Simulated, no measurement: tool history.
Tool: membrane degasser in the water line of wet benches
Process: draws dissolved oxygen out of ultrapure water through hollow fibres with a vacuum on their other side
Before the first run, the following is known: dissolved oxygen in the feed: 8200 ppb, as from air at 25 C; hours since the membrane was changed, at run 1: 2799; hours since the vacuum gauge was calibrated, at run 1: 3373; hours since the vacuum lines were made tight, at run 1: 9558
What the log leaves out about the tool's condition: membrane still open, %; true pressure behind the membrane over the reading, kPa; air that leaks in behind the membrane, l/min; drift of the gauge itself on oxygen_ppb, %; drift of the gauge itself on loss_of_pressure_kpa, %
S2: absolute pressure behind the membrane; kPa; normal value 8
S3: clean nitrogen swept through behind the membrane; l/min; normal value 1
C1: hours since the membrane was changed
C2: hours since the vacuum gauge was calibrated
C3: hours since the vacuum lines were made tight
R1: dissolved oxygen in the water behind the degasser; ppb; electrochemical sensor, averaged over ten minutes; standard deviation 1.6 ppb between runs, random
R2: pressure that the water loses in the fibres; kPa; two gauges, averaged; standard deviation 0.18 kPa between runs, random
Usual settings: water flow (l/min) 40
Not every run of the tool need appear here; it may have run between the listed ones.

run 1 hour=0 | water_flow_(l/min)=40 S2=8 S3=1 | C1=2799 C2=3373 C3=9558 | R1=374.4 R2=33.41
run 2 hour=118.3 | water_flow_(l/min)=40 S2=8 S3=1 | C1=2917 C2=3491 C3=9676 | R1=374.4 R2=33.15
run 3 hour=217.9 | water_flow_(l/min)=40 S2=5.9 S3=1 | C1=3017 C2=3591 C3=9776 | R1=215.8 R2=33.12
run 4 hour=314.9 | water_flow_(l/min)=40 S2=6.51 S3=1 | C1=3114 C2=3688 C3=9873 | R1=264.9 R2=32.94
run 5 hour=436.8 | water_flow_(l/min)=40 S2=8 S3=1 | C1=3235 C2=3810 C3=9995 | R1=374.4 R2=33.43
run 6 hour=650.9 | water_flow_(l/min)=40 S2=8 S3=1 | C1=3450 C2=4024 C3=10209 | R1=374.3 R2=33.4
run 7 hour=823 | water_flow_(l/min)=40 S2=5.79 S3=1 | C1=3622 C2=4196 C3=10381 | R1=206.5 R2=33.37
run 8 hour=996.3 | water_flow_(l/min)=40 S2=8 S3=1.02 | C1=3795 C2=4369 C3=10554 | R1=371.3 R2=33.18
run 9 hour=1151.1 | water_flow_(l/min)=40 S2=8 S3=1.02 | C1=3950 C2=4524 C3=10709 | R1=368.9 R2=33.08
run 10 hour=1358.2 | water_flow_(l/min)=40 S2=8 S3=1.02 | C1=4157 C2=4731 C3=10916 | R1=368.3 R2=33.52
run 11 hour=1528.7 | water_flow_(l/min)=40 S2=8 S3=1.02 | C1=4327 C2=4901 C3=11087 | R1=371.9 R2=33.37
run 12 hour=1692 | water_flow_(l/min)=40 S2=8 S3=1.02 | C1=4491 C2=5065 C3=11250 | R1=372.2 R2=33.22
run 13 hour=1826.4 | water_flow_(l/min)=40 S2=9.92 S3=1 | C1=4625 C2=5199 C3=11384 | R1=513.1 R2=33.04
run 14 hour=1962.6 | water_flow_(l/min)=45 S2=8 S3=1 | C1=4761 C2=5335 C3=11520 | R1=413.2 R2=37.3
run 15 hour=2067.7 | water_flow_(l/min)=45 S2=8 S3=1 | C1=4866 C2=5440 C3=11626 | R1=415.3 R2=37.34
run 16 hour=2166.9 | water_flow_(l/min)=45 S2=8 S3=1 | C1=4966 C2=5540 C3=11725 | R1=415.7 R2=37.48
-- hour=2183.9 vacuum gauge calibrated
run 17 hour=2292.1 | water_flow_(l/min)=45 S2=8 S3=1 | C1=5090 C2=108 C3=11850 | R1=414.7 R2=37.57
run 18 hour=2395.3 | water_flow_(l/min)=39 S2=14.85 S3=1 | C1=5193 C2=211 C3=11953 | R1=843.1 R2=32.37
run 19 hour=2547.7 | water_flow_(l/min)=58 S2=7.11 S3=1 | C1=5346 C2=364 C3=12105 | R1=418.1 R2=48.59
-- hour=2574.4 vacuum gauge calibrated, once more
-- hour=2698.4 seals of the vacuum lines changed
run 20 hour=2739.2 | water_flow_(l/min)=27 S2=13.12 S3=1 | C1=5535 C2=163 C3=41 | R1=542.3 R2=22.62
run 21 hour=2861.5 | water_flow_(l/min)=27 S2=13.12 S3=1 | C1=5657 C2=285 C3=163 | R1=548.6 R2=22.56
run 22 hour=3035.5 | water_flow_(l/min)=40 S2=8 S3=1.36 | C1=5831 C2=459 C3=337 | R1=293.4 R2=33.5
run 23 hour=3236.1 | water_flow_(l/min)=40 S2=8 S3=1.36 | C1=6032 C2=660 C3=538 | R1=292.9 R2=33.62
run 24 hour=3443.8 | water_flow_(l/min)=40 S2=8 S3=1.36 | C1=6239 C2=867 C3=745 | R1=294.3 R2=33.54
run 25 hour=3631.5 | water_flow_(l/min)=36 S2=8 S3=1.36 | C1=6427 C2=1055 C3=933 | R1=268.8 R2=30.18
run 26 hour=3838.5 | water_flow_(l/min)=37 S2=4.81 S3=0.41 | C1=6634 C2=1262 C3=1140 | R1=233.8 R2=31.37
run 27 hour=4049.2 | water_flow_(l/min)=44 S2=4.81 S3=0.41 | C1=6845 C2=1473 C3=1351 | R1=260.6 R2=37.02
run 28 hour=4137.9 | water_flow_(l/min)=44 S2=4.81 S3=0.41 | C1=6934 C2=1561 C3=1439 | R1=260.3 R2=37.24
run 29 hour=4350.2 | water_flow_(l/min)=32 S2=19.37 S3=1.42 | C1=7146 C2=1774 C3=1652 | R1=740.4 R2=26.79
run 30 hour=4546.9 | water_flow_(l/min)=32 S2=19.37 S3=1.42 | C1=7343 C2=1971 C3=1849 | R1=740.1 R2=27.19
run 31 hour=4661.6 | water_flow_(l/min)=24 S2=15.55 S3=1.91 | C1=7457 C2=2085 C3=1963 | R1=351.6 R2=20.29

Branching from run 31: 4 alternative next runs. What would each branch give?
run A hour=4786.7 | water_flow_(l/min)=62 S2=19.74 S3=0.83 | C1=7582 C2=2210 C3=2088 | R1=? R2=?
run B hour=4786.7 | water_flow_(l/min)=24 S2=6.03 S3=1.42 | C1=7582 C2=2210 C3=2088 | R1=? R2=?
run C hour=4786.7 | water_flow_(l/min)=24 S2=5.73 S3=1.58 | C1=7582 C2=2210 C3=2088 | R1=? R2=?
run D hour=4786.7 | water_flow_(l/min)=24 S2=9.8 S3=0.74 | C1=7582 C2=2210 C3=2088 | R1=? R2=?

run=A R1=1787.9 R2=52.11
run=B R1=110.2 R2=20.21
run=C R1=89.5 R2=20.27
run=D R1=428.5 R2=19.92
With the hidden condition removed and each run's random variation left untouched, the same runs would have given:
run=A R1=1783.3 R2=50.44
run=B R1=108.2 R2=19.56
run=C R1=87.7 R2=19.63
run=D R1=425.3 R2=19.28
